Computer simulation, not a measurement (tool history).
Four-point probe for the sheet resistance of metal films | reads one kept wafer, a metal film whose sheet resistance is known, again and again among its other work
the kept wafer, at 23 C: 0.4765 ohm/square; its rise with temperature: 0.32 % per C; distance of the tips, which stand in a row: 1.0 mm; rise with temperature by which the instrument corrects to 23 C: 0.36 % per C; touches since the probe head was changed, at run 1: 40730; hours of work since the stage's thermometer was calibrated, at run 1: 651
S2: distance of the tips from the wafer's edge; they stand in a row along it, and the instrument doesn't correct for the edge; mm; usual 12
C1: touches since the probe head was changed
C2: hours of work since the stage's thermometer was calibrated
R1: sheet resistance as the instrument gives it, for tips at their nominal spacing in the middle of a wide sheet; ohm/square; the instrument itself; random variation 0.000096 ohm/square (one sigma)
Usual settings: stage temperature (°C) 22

{"run": 1, "day": 0.0, "stage temperature (°C)": 22, "S2": 12, "C1": 40730, "C2": 651, "R1": 0.476324}
{"run": 2, "day": 0.821, "stage temperature (°C)": 22, "S2": 12, "C1": 41712, "C2": 663, "R1": 0.476291}
{"run": 3, "day": 2.267, "stage temperature (°C)": 22, "S2": 12, "C1": 43441, "C2": 685, "R1": 0.476053}
{"run": 4, "day": 3.312, "stage temperature (°C)": 22, "S2": 12, "C1": 44693, "C2": 700, "R1": 0.476089}
{"run": 5, "day": 4.288, "stage temperature (°C)": 22, "S2": 12, "C1": 45854, "C2": 715, "R1": 0.476076}
{"run": 6, "day": 5.083, "stage temperature (°C)": 22, "S2": 12, "C1": 46807, "C2": 727, "R1": 0.4759}
{"run": 7, "day": 6.346, "stage temperature (°C)": 22, "S2": 12, "C1": 48317, "C2": 746, "R1": 0.475541}
{"run": 8, "day": 7.871, "stage temperature (°C)": 22, "S2": 12, "C1": 50141, "C2": 768, "R1": 0.475442}
{"run": 9, "day": 9.058, "stage temperature (°C)": 22, "S2": 3, "C1": 51561, "C2": 786, "R1": 0.500481}
{"run": 10, "day": 9.917, "stage temperature (°C)": 31, "S2": 12, "C1": 52588, "C2": 799, "R1": 0.474018}
{"run": 11, "day": 11.462, "stage temperature (°C)": 31, "S2": 12, "C1": 54435, "C2": 822, "R1": 0.473783}
{"run": 12, "day": 12.571, "stage temperature (°C)": 22, "S2": 12, "C1": 55760, "C2": 838, "R1": 0.47513}
{"run": 13, "day": 13.975, "stage temperature (°C)": 22, "S2": 12, "C1": 57441, "C2": 859, "R1": 0.47514}
{"run": 14, "day": 15.25, "stage temperature (°C)": 22, "S2": 12, "C1": 58965, "C2": 878, "R1": 0.474787}
{"run": 15, "day": 15.996, "stage temperature (°C)": 22, "S2": 12, "C1": 59853, "C2": 889, "R1": 0.47486}
{"run": 16, "day": 17.083, "stage temperature (°C)": 26, "S2": 12, "C1": 61157, "C2": 905, "R1": 0.474108}
{"run": 17, "day": 18.629, "stage temperature (°C)": 23, "S2": 46, "C1": 63006, "C2": 928, "R1": 0.472834}
{"run": 18, "day": 19.9, "stage temperature (°C)": 23, "S2": 46, "C1": 64524, "C2": 947, "R1": 0.472617}
{"run": 19, "day": 21.354, "stage temperature (°C)": 30, "S2": 10, "C1": 66260, "C2": 969, "R1": 0.473886}
{"run": 20, "day": 22.788, "stage temperature (°C)": 26, "S2": 3, "C1": 67977, "C2": 990, "R1": 0.498579}
{"run": 21, "day": 24.171, "stage temperature (°C)": 26, "S2": 3, "C1": 69632, "C2": 1011, "R1": 0.4982}
{"run": 22, "day": 25.629, "stage temperature (°C)": 24, "S2": 5, "C1": 71372, "C2": 1032, "R1": 0.481781}
{"run": 23, "day": 26.754, "stage temperature (°C)": 32, "S2": 5, "C1": 72720, "C2": 1049, "R1": 0.48038}
{"run": 24, "day": 27.758, "stage temperature (°C)": 33, "S2": 23, "C1": 73917, "C2": 1064, "R1": 0.470773}
{"run": 25, "day": 29.275, "stage temperature (°C)": 26, "S2": 12, "C1": 75731, "C2": 1087, "R1": 0.47292}
{"run": 26, "day": 30.579, "stage temperature (°C)": 30, "S2": 23, "C1": 77293, "C2": 1106, "R1": 0.471103}
{"run": 27, "day": 31.592, "stage temperature (°C)": 22, "S2": 5, "C1": 78503, "C2": 1121, "R1": 0.481658}
{"run": 28, "day": 33.088, "stage temperature (°C)": 22, "S2": 5, "C1": 80290, "C2": 1143, "R1": 0.481634}
{"run": 29, "day": 34.642, "stage temperature (°C)": 22, "S2": 4, "C1": 82149, "C2": 1166, "R1": 0.486882}
{"run": 30, "day": 35.821, "stage temperature (°C)": 22, "S2": 4, "C1": 83559, "C2": 1184, "R1": 0.486861}
{"run": 31, "day": 37.146, "stage temperature (°C)": 24, "S2": 42, "C1": 85142, "C2": 1204, "R1": 0.471063}
{"run": 32, "day": 38.175, "stage temperature (°C)": 22, "S2": 14, "C1": 86376, "C2": 1219, "R1": 0.472472}

Measured less the same run without the tool's hidden state. The same run-to-run variation is in both; the gauge's scatter may not be:
The hidden state here: inner tips' distance over the nominal, %; tips' flats over new ones', %; wafer's true temperature over the reading, C; drift of the gauge itself on sheet_ohm, %.
run=1 R1=-0.002138
run=2 R1=-0.002212
run=3 R1=-0.002346
run=4 R1=-0.002435
run=5 R1=-0.002522
run=6 R1=-0.002595
run=7 R1=-0.002708
run=8 R1=-0.002849
run=9 R1=-0.003094
run=10 R1=-0.003004
run=11 R1=-0.003139
run=12 R1=-0.003255
run=13 R1=-0.003375
run=14 R1=-0.003489
run=15 R1=-0.003561
run=16 R1=-0.003641
run=17 R1=-0.003789
run=18 R1=-0.003901
run=19 R1=-0.004031
run=20 R1=-0.004364
run=21 R1=-0.004501
run=22 R1=-0.004502
run=23 R1=-0.004583
run=24 R1=-0.004588
run=25 R1=-0.004751
run=26 R1=-0.004842
run=27 R1=-0.005051
run=28 R1=-0.005191
run=29 R1=-0.005401
run=30 R1=-0.005508
run=31 R1=-0.005446
run=32 R1=-0.005558

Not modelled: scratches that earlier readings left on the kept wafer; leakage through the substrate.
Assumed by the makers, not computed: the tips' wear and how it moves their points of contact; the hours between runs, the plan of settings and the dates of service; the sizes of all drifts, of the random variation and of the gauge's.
